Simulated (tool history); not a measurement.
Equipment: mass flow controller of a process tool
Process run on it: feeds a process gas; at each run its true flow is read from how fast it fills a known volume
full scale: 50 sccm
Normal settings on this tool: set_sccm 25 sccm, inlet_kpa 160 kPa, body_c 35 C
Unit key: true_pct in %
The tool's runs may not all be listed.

{"run": 1, "hour": 0.0, "set_sccm": 25, "inlet_kpa": 160, "body_c": 35, "true_pct": 98.04}
{"run": 2, "hour": 83.1, "set_sccm": 7, "inlet_kpa": 160, "body_c": 35, "true_pct": 96.87}
{"run": 3, "hour": 184.9, "set_sccm": 24, "inlet_kpa": 160, "body_c": 35, "true_pct": 97.92}
{"run": 4, "hour": 294.9, "set_sccm": 25, "inlet_kpa": 160, "body_c": 23, "true_pct": 98.87}
{"run": 5, "hour": 378.5, "set_sccm": 25, "inlet_kpa": 157, "body_c": 35, "true_pct": 98.09}
{"run": 6, "hour": 471.9, "set_sccm": 25, "inlet_kpa": 266, "body_c": 35, "true_pct": 98.35}
{"run": 7, "hour": 532.2, "set_sccm": 25, "inlet_kpa": 160, "body_c": 35, "true_pct": 97.95}
{"run": 8, "hour": 585.0, "set_sccm": 25, "inlet_kpa": 160, "body_c": 35, "true_pct": 98.01}
{"run": 9, "hour": 650.3, "set_sccm": 10, "inlet_kpa": 160, "body_c": 26, "true_pct": 97.5}
{"run": 10, "hour": 755.5, "set_sccm": 16, "inlet_kpa": 234, "body_c": 25, "true_pct": 98.5}
{"run": 11, "hour": 839.3, "set_sccm": 16, "inlet_kpa": 234, "body_c": 25, "true_pct": 98.43}
{"run": 12, "hour": 925.1, "set_sccm": 16, "inlet_kpa": 229, "body_c": 24, "true_pct": 98.58}
{"run": 13, "hour": 1031.3, "set_sccm": 25, "inlet_kpa": 178, "body_c": 31, "true_pct": 98.21}
{"run": 14, "hour": 1113.1, "set_sccm": 25, "inlet_kpa": 274, "body_c": 36, "true_pct": 98.28}
{"run": 15, "hour": 1205.6, "set_sccm": 5, "inlet_kpa": 141, "body_c": 28, "true_pct": 96.24}

Had the tool no unlogged condition, and each run kept its random variation, what would the results have been?
The hidden state here: flow at rest that the sensor doesn't see, % of full scale; true flow over the shown one, %; drift of the gauge itself on true_pct, %.
run=1 true_pct=98.31
run=2 true_pct=97.63
run=3 true_pct=98.23
run=4 true_pct=99.20
run=5 true_pct=98.43
run=6 true_pct=98.71
run=7 true_pct=98.31
run=8 true_pct=98.39
run=9 true_pct=98.28
run=10 true_pct=99.06
run=11 true_pct=99.02
run=12 true_pct=99.19
run=13 true_pct=98.66
run=14 true_pct=98.75
run=15 true_pct=98.10
